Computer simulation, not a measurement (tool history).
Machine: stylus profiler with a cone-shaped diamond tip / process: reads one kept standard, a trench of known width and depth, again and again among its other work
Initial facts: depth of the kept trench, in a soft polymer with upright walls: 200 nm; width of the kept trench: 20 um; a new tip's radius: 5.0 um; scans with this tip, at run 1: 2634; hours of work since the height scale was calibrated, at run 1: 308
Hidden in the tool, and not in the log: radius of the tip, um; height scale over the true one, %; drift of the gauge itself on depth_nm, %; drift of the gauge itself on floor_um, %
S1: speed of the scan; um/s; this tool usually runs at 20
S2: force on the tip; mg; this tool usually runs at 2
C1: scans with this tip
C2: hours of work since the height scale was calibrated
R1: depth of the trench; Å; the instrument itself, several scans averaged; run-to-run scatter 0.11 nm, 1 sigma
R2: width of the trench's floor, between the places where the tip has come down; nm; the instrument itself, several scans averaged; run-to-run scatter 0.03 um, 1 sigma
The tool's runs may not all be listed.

run 1 hour=0 | S1=20 S2=2 | C1=2634 C2=308 | R1=2027.8 R2=16620
run 2 hour=26 | S1=20 S2=2.98 | C1=2800 C2=327 | R1=2036.9 R2=16600
run 3 hour=52.4 | S1=20 S2=2.98 | C1=2969 C2=347 | R1=2035.9 R2=16590
run 4 hour=81.5 | S1=20 S2=2.98 | C1=3156 C2=369 | R1=2036.3 R2=16540
run 5 hour=113.1 | S1=20 S2=2 | C1=3358 C2=392 | R1=2026.2 R2=16500
run 6 hour=134.1 | S1=20 S2=2 | C1=3492 C2=408 | R1=2027 R2=16530
run 7 hour=154.9 | S1=20 S2=0.84 | C1=3626 C2=423 | R1=2013.5 R2=16330
run 8 hour=171.3 | S1=20 S2=0.84 | C1=3731 C2=436 | R1=2014.3 R2=16410
run 9 hour=190 | S1=20 S2=2 | C1=3850 C2=450 | R1=2026.4 R2=16420
run 10 hour=229.3 | S1=34 S2=2 | C1=4103 C2=479 | R1=2025.4 R2=16300
run 11 hour=256.8 | S1=64 S2=2 | C1=4278 C2=500 | R1=2025.6 R2=16090
run 12 hour=273.3 | S1=29 S2=1.28 | C1=4384 C2=512 | R1=2019.9 R2=16200
-- hour=276.7 height scale calibrated on a step standard
run 13 hour=304.4 | S1=29 S2=1.28 | C1=4580 C2=21 | R1=2018.6 R2=16200
run 14 hour=324.8 | S1=31 S2=2 | C1=4711 C2=36 | R1=2024.8 R2=16230
run 15 hour=358.8 | S1=31 S2=2 | C1=4928 C2=61 | R1=2025.6 R2=16250
run 16 hour=390 | S1=73 S2=1.8 | C1=5128 C2=85 | R1=2023.7 R2=15850
run 17 hour=415.3 | S1=73 S2=1.8 | C1=5290 C2=104 | R1=2024.1 R2=15880

Expected results for the next run?
-- hour=422.4 height scale calibrated on a step standard, once more
run 18 hour=434.7 | S1=73 S2=1.8 | C1=5411 C2=9 | R1=? R2=?

Run 18 gave R1 2026.2 Å, R2 15770 nm.
The same run, on a tool lacking any hidden state, would have yielded R1 2027.1 Å, R2 16630 nm.
